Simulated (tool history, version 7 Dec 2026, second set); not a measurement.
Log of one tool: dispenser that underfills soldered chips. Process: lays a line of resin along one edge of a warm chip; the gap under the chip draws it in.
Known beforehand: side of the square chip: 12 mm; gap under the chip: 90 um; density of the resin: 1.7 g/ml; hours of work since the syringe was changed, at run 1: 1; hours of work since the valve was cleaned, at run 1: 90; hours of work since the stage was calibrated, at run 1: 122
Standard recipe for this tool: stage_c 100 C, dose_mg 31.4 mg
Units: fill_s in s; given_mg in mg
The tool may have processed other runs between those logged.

run   hour  stage_c  dose_mg  hours of work since the syringe was changed  hours of work since the valve was cleaned  hours of work since the stage was calibrated  fill_s  given_mg
  1    0.0      100     31.4                                            1                                         90                                           122   109.6     29.61
  2    7.2      100     31.4                                            5                                         95                                           127   159.9     29.66
  3   12.6      100     31.4                                            9                                         99                                           130   210.4     29.50
      17.3  -- new syringe of resin
  4   19.4      100     31.4                                            1                                        103                                           135   117.5     29.46
  5   24.7      100     31.4                                            5                                        107                                           138   155.2     29.18
  6   30.9      100     31.4                                            9                                        111                                           142   214.9     29.24
      35.6  -- new syringe of resin
  7   39.4      100     33.7                                            3                                        117                                           148   130.1     31.25
  8   46.5      100     33.7                                            7                                        121                                           153   192.0     31.20
      48.7  -- dispensing valve cleaned and set on the balance
  9   52.2      100     33.7                                           11                                          2                                           156   241.4     33.62
      54.7  -- new syringe of resin
 10   56.7      100     31.4                                            1                                          5                                           159   116.7     31.27
 11   62.8      105     31.4                                            6                                          9                                           163   132.1     31.06
 12   69.9      105     31.4                                           10                                         14                                           168   192.6     30.96
      72.9  -- new syringe of resin
 13   75.5      105     31.4                                            2                                         18                                           172    95.9     30.93
 14   80.1      108     31.4                                            5                                         21                                           175   106.9     31.03
 15   87.2      100     28.5                                           10                                         26                                           180   231.6     28.23
      90.7  -- new syringe of resin
 16   93.1      100     31.4                                            2                                         30                                           183   118.3     30.86
 17   99.1      100     31.4                                            6                                         34                                           188   167.6     30.78
 18  105.8      100     31.4                                           10                                         38                                           192   238.9     30.41
     108.5  -- new syringe of resin
 19  113.0      100     31.4                                            3                                         43                                           197   135.5     30.34
 20  119.1       87     37.2                                            7                                         47                                           201   331.1     35.79
     126.8  -- new syringe of resin
 21  126.8      104     34.9                                            0                                         52                                           206    89.2     33.49
 22  134.6      103     36.4                                            5                                         58                                           211   140.2     34.86
 23  142.1      100     32.8                                           10                                         63                                           217   242.3     31.21
     145.3  -- new syringe of resin
 24  149.0       94     30.9                                            3                                         67                                           221   175.0     29.26
 25  153.9       93     37.1                                            6                                         71                                           224   234.2     35.19
 26  158.3       90     31.9                                            9                                         74                                           227   345.0     30.42
 27  162.4      114     32.6                                           12                                         76                                           230   146.5     30.82
     163.2  -- new syringe of resin
 28  167.6       90     29.3                                            3                                         80                                           234   216.0     27.50
 29  174.5       90     29.3                                            8                                         84                                           238   317.1     27.68
     181.5  -- new syringe of resin
 30  182.1       86     31.4                                            0                                         89                                           243   215.9     29.48
 31  188.9      100     28.6                                            5                                         94                                           248   167.9     26.68
 32  193.9      108     28.2                                            8                                         98                                           251   151.4     26.07
     199.4  -- new syringe of resin
 33  201.2      108     28.2                                            1                                        102                                           256    89.3     26.30
 34  209.5      100     28.3                                            7                                        108                                           262   196.0     26.19
 35  215.3      108     27.3                                           11                                        112                                           266   192.7     25.13
     217.6  -- new syringe of resin
 36  223.6      106     27.8                                            4                                        117                                           271   122.7     25.53
     231.8  -- dispensing valve cleaned and set on the balance
 37  232.4      106     27.8                                            9                                          0                                           277   177.8     27.74

Branching from run 37: 3 alternative next runs. What would each branch give?
     236.8  -- new syringe of resin
  A  239.8      102     29.7                                            2                                          5                                           281       ?         ?
     236.8  -- new syringe of resin
  B  239.8       90     32.6                                            2                                          5                                           281       ?         ?
     236.8  -- new syringe of resin
  C  239.8       86     32.5                                            2                                          5                                           281       ?         ?

run  fill_s  given_mg
  A   116.2     29.50
  B   197.0     32.51
  C   245.2     32.25
Had the tool no hidden state, the same runs would have come out as:
run  fill_s  given_mg
  A    90.6     29.64
  B   152.8     32.67
  C   189.8     32.41
